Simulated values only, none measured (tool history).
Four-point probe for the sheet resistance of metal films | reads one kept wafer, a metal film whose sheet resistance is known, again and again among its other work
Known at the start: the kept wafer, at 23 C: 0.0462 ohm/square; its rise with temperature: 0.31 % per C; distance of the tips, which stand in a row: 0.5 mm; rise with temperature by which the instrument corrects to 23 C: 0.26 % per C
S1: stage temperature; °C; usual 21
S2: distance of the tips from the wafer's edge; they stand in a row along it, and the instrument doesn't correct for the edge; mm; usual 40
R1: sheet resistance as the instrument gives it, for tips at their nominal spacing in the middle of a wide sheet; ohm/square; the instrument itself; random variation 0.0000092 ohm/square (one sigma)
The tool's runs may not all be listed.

| run | day | S1 | S2 | R1 |
|---|---|---|---|---|
| 1 | 0 | 21 | 40 | 0.046172 |
| 2 | 5.817 | 21 | 40 | 0.046151 |
| 3 | 10.854 | 21 | 40 | 0.04617 |
| 4 | 13.608 | 21 | 57 | 0.04616 |
| 5 | 16.225 | 21 | 57 | 0.046169 |
| 6 | 20.6 | 21 | 57 | 0.046166 |
| 7 | 25.538 | 21 | 51 | 0.046159 |
| 8 | 30.554 | 21 | 51 | 0.046156 |
|  | 31.067 | stage's thermometer calibrated |
| 9 | 33.438 | 21 | 51 | 0.046181 |
| 10 | 37.092 | 19 | 40 | 0.046153 |
| 11 | 40.533 | 21 | 40 | 0.04619 |
| 12 | 43.804 | 20 | 7 | 0.046276 |
| 13 | 49.421 | 20 | 38 | 0.046161 |
|  | 50.412 | stage's thermometer calibrated, once more |
| 14 | 54.712 | 21 | 37 | 0.04609 |

The next listed run, before its measurement:
| 15 | 57.854 | 21 | 37 | ? |

Run 15 gave R1 0.046076 ohm/square.
Without the tool's hidden state the same run would have given R1 0.046161 ohm/square.
